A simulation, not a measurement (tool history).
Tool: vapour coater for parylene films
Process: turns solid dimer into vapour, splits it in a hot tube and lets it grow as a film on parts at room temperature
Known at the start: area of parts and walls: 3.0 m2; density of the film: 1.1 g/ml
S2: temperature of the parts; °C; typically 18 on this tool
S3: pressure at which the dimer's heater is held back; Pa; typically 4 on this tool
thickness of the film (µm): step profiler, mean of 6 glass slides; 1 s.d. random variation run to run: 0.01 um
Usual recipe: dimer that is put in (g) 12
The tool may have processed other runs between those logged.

Run 1, hour 0: usual settings. Result: thickness of the film (µm) 1.88.
Run 2, hour 19.1: usual settings. Result: thickness of the film (µm) 1.87.
Run 3, hour 49.6: usual settings. Result: thickness of the film (µm) 1.89.
Run 4, hour 74.9: usual settings. Result: thickness of the film (µm) 1.87.
Run 5, hour 90.8: usual settings. Result: thickness of the film (µm) 1.86.
Run 6, hour 111.7: usual settings. Result: thickness of the film (µm) 1.89.
Run 7, hour 130.2: usual settings. Result: thickness of the film (µm) 1.86.
Run 8, hour 159.8: usual settings. Result: thickness of the film (µm) 1.87.
Run 9, hour 175: usual settings. Result: thickness of the film (µm) 1.86.
Run 10, hour 204: usual settings. Result: thickness of the film (µm) 1.88.
Run 11, hour 229.3: usual settings but dimer that is put in (g) 5. Result: thickness of the film (µm) 0.78.
Run 12, hour 247.8: usual settings but dimer that is put in (g) 5, S2 22 °C, S3 2.06 Pa. Result: thickness of the film (µm) 0.76.
Run 13, hour 273.6: usual settings but dimer that is put in (g) 5, S2 22 °C, S3 2.06 Pa. Result: thickness of the film (µm) 0.75.
Run 14, hour 299.2: usual settings but dimer that is put in (g) 5, S2 22 °C, S3 2.06 Pa. Result: thickness of the film (µm) 0.75.
Run 15, hour 325.8: usual settings but dimer that is put in (g) 6, S2 12 °C, S3 4.92 Pa. Result: thickness of the film (µm) 1.17.
Run 16, hour 351.2: usual settings but dimer that is put in (g) 8, S2 13 °C, S3 11.53 Pa. Result: thickness of the film (µm) 1.21.
Run 17, hour 378.9: usual settings but dimer that is put in (g) 8, S2 13 °C, S3 2.98 Pa. Result: thickness of the film (µm) 1.69.
Run 18, hour 394.1: usual settings but dimer that is put in (g) 8, S2 13 °C, S3 2.98 Pa. Result: thickness of the film (µm) 1.68.
Run 19, hour 418.5: usual settings but dimer that is put in (g) 10, S2 27 °C, S3 9.55 Pa. Result: thickness of the film (µm) 0.84.

Alternative continuations, all from the tool just after run 19; predict every row:
Run A, hour 439.5: usual settings but S3 4.22 Pa. Result: thickness of the film (µm) ?.
Run B, hour 439.5: usual settings but S3 3.04 Pa. Result: thickness of the film (µm) ?.
Run C, hour 439.5: usual settings but dimer that is put in (g) 15. Result: thickness of the film (µm) ?.
Run D, hour 439.5: usual settings but dimer that is put in (g) 7, S2 27 °C, S3 11.78 Pa. Result: thickness of the film (µm) ?.

run  thickness of the film (µm)
  A                        1.84
  B                        2.01
  C                        2.33
  D                        0.57
Without the tool's unlogged condition, the same runs would have read:
run  thickness of the film (µm)
  A                        1.84
  B                        2.01
  C                        2.33
  D                        0.57
